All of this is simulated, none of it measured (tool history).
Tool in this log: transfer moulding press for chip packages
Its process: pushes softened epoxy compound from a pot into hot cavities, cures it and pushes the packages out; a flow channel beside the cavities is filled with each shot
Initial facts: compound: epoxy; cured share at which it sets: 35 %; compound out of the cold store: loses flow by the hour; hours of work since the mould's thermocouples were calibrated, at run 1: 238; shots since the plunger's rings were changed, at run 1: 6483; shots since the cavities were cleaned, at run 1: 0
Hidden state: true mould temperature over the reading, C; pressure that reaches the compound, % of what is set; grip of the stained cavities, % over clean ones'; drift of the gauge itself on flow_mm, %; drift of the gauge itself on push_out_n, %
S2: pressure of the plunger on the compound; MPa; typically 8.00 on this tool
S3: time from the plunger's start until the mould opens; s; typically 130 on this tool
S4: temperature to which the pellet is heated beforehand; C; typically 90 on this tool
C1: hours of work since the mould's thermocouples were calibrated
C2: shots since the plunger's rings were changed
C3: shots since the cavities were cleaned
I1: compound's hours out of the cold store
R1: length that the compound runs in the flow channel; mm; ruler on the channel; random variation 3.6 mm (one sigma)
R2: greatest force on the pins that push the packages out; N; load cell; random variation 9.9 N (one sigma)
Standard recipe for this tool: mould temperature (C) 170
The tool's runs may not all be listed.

Run 1, day 0.000: usual settings; C1 238; C2 6483; C3 0; I1 16.2. Result: R1 496 mm, R2 457 N.
At day 0.804: plunger's sealing rings changed.
Run 2, day 0.904: usual settings; C1 248; C2 19; C3 152; I1 20.8. Result: R1 512 mm, R2 522 N.
Run 3, day 1.879: usual settings but S2 8.54 MPa; C1 261; C2 205; C3 338; I1 17.8. Result: R1 528 mm, R2 595 N.
Run 4, day 2.804: usual settings; C1 273; C2 381; C3 514; I1 38.3. Result: R1 480 mm, R2 628 N.
Run 5, day 3.833: usual settings; C1 287; C2 577; C3 710; I1 8.6. Result: R1 523 mm, R2 689 N.
Run 6, day 4.754: usual settings but S2 8.64 MPa; C1 299; C2 752; C3 885; I1 31.7. Result: R1 511 mm, R2 706 N.
Run 7, day 5.546: usual settings; C1 309; C2 903; C3 1036; I1 16.2. Result: R1 507 mm, R2 707 N.
At day 6.217: cavities cleaned with cleaning compound and waxed.
Run 8, day 6.621: usual settings but S2 9.28 MPa; C1 322; C2 1096; C3 77; I1 37.2. Result: R1 518 mm, R2 497 N.
Run 9, day 7.329: usual settings but S2 9.28 MPa; C1 332; C2 1231; C3 212; I1 21.3. Result: R1 543 mm, R2 568 N.
At day 7.475: mould's thermocouples calibrated.
Run 10, day 7.896: usual settings but S2 9.28 MPa; C1 6; C2 1323; C3 304; I1 47.2. Result: R1 496 mm, R2 586 N.
Run 11, day 8.900: usual settings; C1 19; C2 1513; C3 494; I1 17.4. Result: R1 502 mm, R2 641 N.
Run 12, day 9.617: usual settings; C1 28; C2 1650; C3 631; I1 45.8. Result: R1 464 mm, R2 654 N.
At day 10.154: mould's thermocouples calibrated, once more.
Run 13, day 10.188: usual settings; C1 0; C2 1743; C3 724; I1 38.9. Result: R1 475 mm, R2 694 N.
Run 14, day 11.221: usual settings; C1 14; C2 1940; C3 921; I1 47.2. Result: R1 464 mm, R2 721 N.
Run 15, day 12.004: usual settings but mould temperature (C) 166, S2 6.11 MPa; C1 24; C2 2089; C3 1070; I1 40.1. Result: R1 419 mm, R2 839 N.
At day 12.500: cavities cleaned with cleaning compound and waxed.
Run 16, day 12.571: usual settings but mould temperature (C) 166, S2 6.11 MPa; C1 31; C2 2185; C3 14; I1 30.7. Result: R1 438 mm, R2 564 N.
Run 17, day 13.662: usual settings but mould temperature (C) 169, S2 7.41 MPa, S3 131 s, S4 86 C; C1 45; C2 2392; C3 221; I1 43.4. Result: R1 451 mm, R2 595 N.
Run 18, day 14.675: usual settings but mould temperature (C) 169, S2 7.41 MPa, S3 131 s, S4 86 C; C1 58; C2 2585; C3 414; I1 33.0. Result: R1 465 mm, R2 624 N.
Run 19, day 15.350: usual settings but mould temperature (C) 178, S2 8.89 MPa, S3 164 s, S4 91 C; C1 67; C2 2714; C3 543; I1 20.7. Result: R1 515 mm, R2 575 N.
Run 20, day 16.171: usual settings but mould temperature (C) 172, S2 8.04 MPa, S3 167 s, S4 88 C; C1 78; C2 2870; C3 699; I1 44.5. Result: R1 457 mm, R2 613 N.

Estimate the outcome of run 21 from the log above:
Run 21, day 17.042: usual settings but mould temperature (C) 172, S2 8.04 MPa, S3 167 s, S4 88 C; C1 89; C2 3036; C3 865; I1 12.6. Result: R1 ?, R2 ?.

{"run 21": {"R1": 503, "R2": 650}}
The same run, on a tool lacking any hidden state, would have yielded R1 518 mm, R2 408 N.
